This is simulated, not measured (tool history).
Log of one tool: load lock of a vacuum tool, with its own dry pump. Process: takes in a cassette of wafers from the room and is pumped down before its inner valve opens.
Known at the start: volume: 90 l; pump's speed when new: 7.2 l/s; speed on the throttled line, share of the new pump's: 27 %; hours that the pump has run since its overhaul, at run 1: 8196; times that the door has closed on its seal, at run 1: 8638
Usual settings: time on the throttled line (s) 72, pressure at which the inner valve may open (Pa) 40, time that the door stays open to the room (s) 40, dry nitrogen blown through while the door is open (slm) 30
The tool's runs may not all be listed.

run	hour	time on the throttled line (s)	pressure at which the inner valve may open (Pa)	time that the door stays open to the room (s)	dry nitrogen blown through while the door is open (slm)	hours that the pump has run since its overhaul	times that the door has closed on its seal	incoming humidity of the room's air, %	time from the closed door until the inner valve may open (s)	rise of the pressure with all valves shut (Pa/min)
1	0	72	40	40	30	8196	8638	48.1	157.4	0.084
2	460.7	72	40	40	30	8657	9224	47.6	156.8	0.09
3	981.7	71	40	40	30	9178	9887	47.1	155.7	0.097
4	1404.8	71	40	40	30	9601	10426	47.9	158.4	0.1
5	1704.2	71	40	40	30	9900	10807	43.1	157.9	0.104
6	2125.8	71	40	40	30	10322	11343	43	157.7	0.113
7	2612.2	72	40	40	30	10808	11962	42.9	157.8	0.115
8	3007.8	72	40	40	30	11204	12466	45.8	158.6	0.123
9	3355.5	72	40	40	30	11552	12908	44.3	159.3	0.135
10	3811.5	72	30	40	30	12008	13489	43.4	165.2	0.139
11	4289.2	72	30	40	30	12485	14097	42.2	165.5	0.141
12	4640.6	72	30	40	30	12837	14544	48.1	166.8	0.147
13	4918.2	72	30	40	30	13114	14897	40.2	167	0.149
14	5238.6	72	30	25	30	13435	15305	47.5	168.2	0.156
15	5743.1	72	40	40	30	13939	15947	43	165.1	0.169
16	6180.5	72	40	40	30	14377	16504	48.6	162.8	0.175
17	6656.5	72	40	40	30	14853	17109	43	164.6	0.181
18	6980.3	72	40	192	30	15176	17522	48.8	164.8	0.221
19	7425.5	43	43	40	5	15622	18088	44.9	145.6	0.211
20	7797.9	72	40	183	30	15994	18562	44.7	165.2	0.229
21	8074.1	91	40	141	30	16270	18914	45.2	178.6	0.228
22	8512	59	29	40	30	16708	19471	43.7	163.5	0.215
23	8740.4	38	31	40	10	16937	19762	45.7	149.1	0.234
24	9019.9	72	29	40	4	17216	20117	44.6	174	0.242
25	9372.5	111	61	40	11	17569	20566	46.5	189.7	0.251
26	9686.6	111	38	40	11	17883	20966	47.2	194.6	0.255
# hour 10165.2: dry pump taken out, an overhauled one fitted
27	10171	61	33	194	19	6	21575	40.3	147.1	0.287
28	10448.7	90	71	60	11	284	21928	43.7	156.3	0.274
29	10739.4	72	40	172	12	574	22298	45.1	153.2	0.316
30	11011.2	130	70	28	6	846	22644	40.9	187.7	0.275
31	11464.4	130	70	83	25	1299	23221	44.8	186.7	0.289
32	11725.3	130	70	83	25	1560	23553	46.2	186	0.294
33	12011.9	130	70	83	25	1847	23918	46.5	189	0.303
34	12328.5	130	70	83	25	2163	24320	46.7	188.6	0.312
35	12570.7	72	40	175	12	2406	24629	47	150.9	0.355
36	12935.8	72	40	175	12	2771	25093	46.8	152.2	0.369

How the hidden state differs across the entries between the runs, from the last listed run before each to the first after it:
Between runs 26 and 27: dry pump taken out, an overhauled one fitted (hour 10165.2)
  pump's speed, % of a new pump's: 82.1 -> 99.3; leak at the door's seal, Pa l/s: 0.3429 -> 0.3564
  measured less the result without the state, time from the closed door until the inner valve may open (s): +15 -> +0.6; rise of the pressure with all valves shut (Pa/min): +0.229 -> +0.236

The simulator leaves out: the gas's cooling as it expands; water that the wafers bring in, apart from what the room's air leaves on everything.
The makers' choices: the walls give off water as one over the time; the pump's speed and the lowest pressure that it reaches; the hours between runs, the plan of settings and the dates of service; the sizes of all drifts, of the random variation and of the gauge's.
